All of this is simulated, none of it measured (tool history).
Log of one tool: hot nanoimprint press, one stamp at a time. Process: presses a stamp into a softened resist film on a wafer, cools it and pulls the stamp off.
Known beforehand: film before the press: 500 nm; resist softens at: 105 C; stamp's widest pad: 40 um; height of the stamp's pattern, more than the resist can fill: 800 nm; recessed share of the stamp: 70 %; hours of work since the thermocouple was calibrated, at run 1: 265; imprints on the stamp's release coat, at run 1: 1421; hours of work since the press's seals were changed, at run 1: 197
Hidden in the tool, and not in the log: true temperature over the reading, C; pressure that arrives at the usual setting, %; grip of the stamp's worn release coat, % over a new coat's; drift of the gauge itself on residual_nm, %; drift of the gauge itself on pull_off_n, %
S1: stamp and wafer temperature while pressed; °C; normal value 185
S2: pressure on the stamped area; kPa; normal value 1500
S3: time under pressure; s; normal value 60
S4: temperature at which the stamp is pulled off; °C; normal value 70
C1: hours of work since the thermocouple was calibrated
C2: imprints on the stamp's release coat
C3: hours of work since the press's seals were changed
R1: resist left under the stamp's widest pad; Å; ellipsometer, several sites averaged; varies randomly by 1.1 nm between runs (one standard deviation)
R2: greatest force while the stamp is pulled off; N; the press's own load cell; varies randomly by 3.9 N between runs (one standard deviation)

run 1 hour=0 | S1=185 S2=1500 S3=60 S4=70 | C1=265 C2=1421 C3=197 | R1=2906 R2=281
run 2 hour=8.9 | S1=185 S2=1500 S3=60 S4=70 | C1=270 C2=1434 C3=201 | R1=2916 R2=277
run 3 hour=17.5 | S1=185 S2=1500 S3=60 S4=70 | C1=274 C2=1446 C3=205 | R1=2916 R2=278
run 4 hour=27.8 | S1=185 S2=1500 S3=60 S4=70 | C1=279 C2=1461 C3=210 | R1=2920 R2=279
run 5 hour=35.6 | S1=185 S2=1500 S3=60 S4=70 | C1=282 C2=1472 C3=214 | R1=2924 R2=283
run 6 hour=44.2 | S1=185 S2=1500 S3=60 S4=70 | C1=286 C2=1485 C3=218 | R1=2925 R2=288
run 7 hour=53.7 | S1=185 S2=1500 S3=60 S4=70 | C1=291 C2=1499 C3=222 | R1=2922 R2=278
-- hour=65.2 stamp cleaned and given a new release coat
run 8 hour=66.4 | S1=185 S2=1500 S3=60 S4=70 | C1=294 C2=1 C3=225 | R1=2932 R2=189
-- hour=76.9 plate thermocouple calibrated
run 9 hour=76.9 | S1=185 S2=1500 S3=60 S4=70 | C1=0 C2=12 C3=229 | R1=2985 R2=195
run 10 hour=87.5 | S1=185 S2=1500 S3=60 S4=70 | C1=5 C2=27 C3=234 | R1=2976 R2=189
run 11 hour=94.2 | S1=185 S2=1500 S3=60 S4=70 | C1=8 C2=37 C3=237 | R1=2950 R2=203
run 12 hour=99.1 | S1=185 S2=1500 S3=60 S4=58 | C1=11 C2=44 C3=239 | R1=2990 R2=233
run 13 hour=104.4 | S1=185 S2=1500 S3=60 S4=70 | C1=13 C2=52 C3=242 | R1=2987 R2=197
run 14 hour=115 | S1=174 S2=1500 S3=60 S4=70 | C1=18 C2=67 C3=247 | R1=3885 R2=198
run 15 hour=120.6 | S1=174 S2=1500 S3=60 S4=70 | C1=21 C2=75 C3=250 | R1=3870 R2=206
run 16 hour=131.6 | S1=174 S2=1500 S3=60 S4=70 | C1=26 C2=91 C3=255 | R1=3859 R2=207
-- hour=144.5 plate thermocouple calibrated, once more
run 17 hour=146 | S1=183 S2=1800 S3=63 S4=69 | C1=1 C2=108 C3=260 | R1=2696 R2=192
run 18 hour=155.4 | S1=183 S2=1820 S3=63 S4=69 | C1=5 C2=121 C3=265 | R1=2718 R2=199
run 19 hour=161.2 | S1=186 S2=2120 S3=60 S4=70 | C1=8 C2=130 C3=267 | R1=2342 R2=200
run 20 hour=168.8 | S1=185 S2=1500 S3=75 S4=71 | C1=11 C2=141 C3=271 | R1=2645 R2=197
run 21 hour=178.3 | S1=185 S2=1500 S3=109 S4=69 | C1=16 C2=155 C3=276 | R1=2337 R2=198
run 22 hour=189.2 | S1=184 S2=1500 S3=54 S4=76 | C1=21 C2=170 C3=281 | R1=3026 R2=180
run 23 hour=200.6 | S1=184 S2=1500 S3=54 S4=76 | C1=27 C2=187 C3=286 | R1=3008 R2=188
run 24 hour=209 | S1=184 S2=1500 S3=54 S4=76 | C1=31 C2=199 C3=290 | R1=3018 R2=187
run 25 hour=214.3 | S1=184 S2=1500 S3=54 S4=76 | C1=33 C2=207 C3=293 | R1=3011 R2=179
run 26 hour=225.1 | S1=186 S2=2010 S3=58 S4=58 | C1=38 C2=222 C3=298 | R1=2450 R2=240
run 27 hour=235.8 | S1=183 S2=2060 S3=31 S4=75 | C1=43 C2=238 C3=303 | R1=3175 R2=192
run 28 hour=241.5 | S1=183 S2=2060 S3=31 S4=78 | C1=46 C2=246 C3=306 | R1=3193 R2=186
run 29 hour=248.8 | S1=185 S2=1500 S3=54 S4=70 | C1=49 C2=257 C3=309 | R1=2933 R2=203

Branching from run 29: 3 alternative next runs. What would each branch give?
run A hour=257.2 | S1=180 S2=1510 S3=54 S4=70 | C1=53 C2=269 C3=313 | R1=? R2=?
run B hour=257.2 | S1=183 S2=1500 S3=54 S4=70 | C1=53 C2=269 C3=313 | R1=? R2=?
run C hour=257.2 | S1=185 S2=2130 S3=60 S4=70 | C1=53 C2=269 C3=313 | R1=? R2=?

run=A R1=3338 R2=211
run=B R1=3107 R2=198
run=C R1=2426 R2=210
The same runs, with their run-to-run variation unchanged, on a tool lacking any hidden condition would have given:
run=A R1=3285 R2=195
run=B R1=3054 R2=183
run=C R1=2366 R2=194
